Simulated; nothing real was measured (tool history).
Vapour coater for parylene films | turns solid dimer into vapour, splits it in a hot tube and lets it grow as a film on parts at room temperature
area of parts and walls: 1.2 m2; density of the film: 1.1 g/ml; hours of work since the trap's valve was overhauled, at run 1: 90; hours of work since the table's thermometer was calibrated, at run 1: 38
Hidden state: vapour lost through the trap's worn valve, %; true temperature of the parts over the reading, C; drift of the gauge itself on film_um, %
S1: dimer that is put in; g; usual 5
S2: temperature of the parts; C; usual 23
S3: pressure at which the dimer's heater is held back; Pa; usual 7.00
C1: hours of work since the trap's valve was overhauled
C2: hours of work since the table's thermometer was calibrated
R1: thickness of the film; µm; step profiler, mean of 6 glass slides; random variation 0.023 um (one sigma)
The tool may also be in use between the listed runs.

Run 1, hour 0.0: usual settings; C1 90; C2 38. Result: R1 2.58 µm.
Run 2, hour 26.7: usual settings; C1 113; C2 61. Result: R1 2.54 µm.
Run 3, hour 62.1: usual settings; C1 144; C2 92. Result: R1 2.62 µm.
Run 4, hour 95.1: usual settings; C1 173; C2 121. Result: R1 2.56 µm.
Run 5, hour 131.6: usual settings; C1 205; C2 153. Result: R1 2.54 µm.
Run 6, hour 171.0: usual settings but S3 8.14 Pa; C1 239; C2 187. Result: R1 2.52 µm.
Run 7, hour 191.5: usual settings but S3 8.14 Pa; C1 257; C2 205. Result: R1 2.55 µm.
Run 8, hour 216.1: usual settings but S3 8.14 Pa; C1 278; C2 226. Result: R1 2.54 µm.
Run 9, hour 253.0: usual settings but S3 2.48 Pa; C1 311; C2 258. Result: R1 2.95 µm.
Run 10, hour 285.0: usual settings but S3 2.48 Pa; C1 338; C2 286. Result: R1 2.96 µm.
Run 11, hour 306.9: usual settings but S3 2.48 Pa; C1 358; C2 305. Result: R1 2.97 µm.
Run 12, hour 332.6: usual settings but S3 8.55 Pa; C1 380; C2 328. Result: R1 2.48 µm.
Run 13, hour 372.6: usual settings but S3 8.55 Pa; C1 415; C2 363. Result: R1 2.50 µm.
At hour 379.4: trap's valve overhauled.
Run 14, hour 411.4: usual settings but S3 8.55 Pa; C1 28; C2 393. Result: R1 2.53 µm.
Run 15, hour 432.8: usual settings; C1 47; C2 412. Result: R1 2.61 µm.
Run 16, hour 456.9: usual settings; C1 68; C2 433. Result: R1 2.59 µm.
Run 17, hour 481.7: usual settings; C1 89; C2 454. Result: R1 2.61 µm.
Run 18, hour 500.2: usual settings; C1 105; C2 470. Result: R1 2.59 µm.
Run 19, hour 521.3: usual settings but S1 7 g, S2 18 C, S3 2.53 Pa; C1 124; C2 489. Result: R1 4.69 µm.
Run 20, hour 551.1: usual settings but S1 7 g, S2 18 C, S3 2.53 Pa; C1 150; C2 515. Result: R1 4.67 µm.
Run 21, hour 591.3: usual settings but S1 7 g, S2 33 C, S3 3.09 Pa; C1 185; C2 550. Result: R1 3.22 µm.
Run 22, hour 626.4: usual settings but S1 7 g, S2 33 C, S3 3.09 Pa; C1 215; C2 580. Result: R1 3.21 µm.
Run 23, hour 660.6: usual settings but S1 7 g, S2 33 C, S3 3.09 Pa; C1 245; C2 610. Result: R1 3.21 µm.
Run 24, hour 683.0: usual settings but S1 8 g, S2 16 C, S3 3.56 Pa; C1 265; C2 630. Result: R1 5.33 µm.
Run 25, hour 715.4: usual settings but S1 2 g, S2 21 C, S3 4.62 Pa; C1 293; C2 658. Result: R1 1.15 µm.
Run 26, hour 737.7: usual settings but S1 2 g, S2 21 C, S3 4.62 Pa; C1 312; C2 677. Result: R1 1.13 µm.
Run 27, hour 765.4: usual settings but S1 4 g, S3 4.62 Pa; C1 337; C2 701. Result: R1 2.16 µm.
Run 28, hour 807.7: usual settings but S1 4 g, S3 3.49 Pa; C1 373; C2 738. Result: R1 2.24 µm.
Run 29, hour 827.0: usual settings but S3 2.02 Pa; C1 390; C2 755. Result: R1 3.01 µm.
At hour 863.0: trap's valve overhauled.
Run 30, hour 875.9: usual settings but S3 2.02 Pa; C1 11; C2 794. Result: R1 3.07 µm.
Run 31, hour 904.7: usual settings but S1 6 g, S3 5.60 Pa; C1 36; C2 819. Result: R1 3.17 µm.
Run 32, hour 934.3: usual settings but S1 2 g, S2 21 C, S3 3.67 Pa; C1 62; C2 845. Result: R1 1.20 µm.
Run 33, hour 958.0: usual settings but S1 2 g, S2 21 C, S3 3.67 Pa; C1 83; C2 866. Result: R1 1.17 µm.
Run 34, hour 985.4: usual settings but S1 2 g, S2 21 C, S3 3.67 Pa; C1 107; C2 890. Result: R1 1.19 µm.
Run 35, hour 1025.0: usual settings but S1 2 g, S2 21 C, S3 3.67 Pa; C1 141; C2 924. Result: R1 1.18 µm.

Forecast each of these 5 alternatives for the next run:
Run A, hour 1063.2: usual settings but S3 3.63 Pa; C1 175; C2 958. Result: R1 ?.
Run B, hour 1063.2: usual settings but S1 3 g, S2 21 C, S3 5.92 Pa; C1 175; C2 958. Result: R1 ?.
Run C, hour 1063.2: usual settings but S3 6.67 Pa; C1 175; C2 958. Result: R1 ?.
Run D, hour 1063.2: usual settings but S1 2 g, S2 18 C, S3 8.89 Pa; C1 175; C2 958. Result: R1 ?.
Run E, hour 1063.2: usual settings but S3 8.65 Pa; C1 175; C2 958. Result: R1 ?.

run    R1
  A  2.83
  B  1.65
  C  2.59
  D  1.09
  E  2.49
Without the tool's hidden state the same runs would have given:
run    R1
  A  2.83
  B  1.65
  C  2.60
  D  1.09
  E  2.50
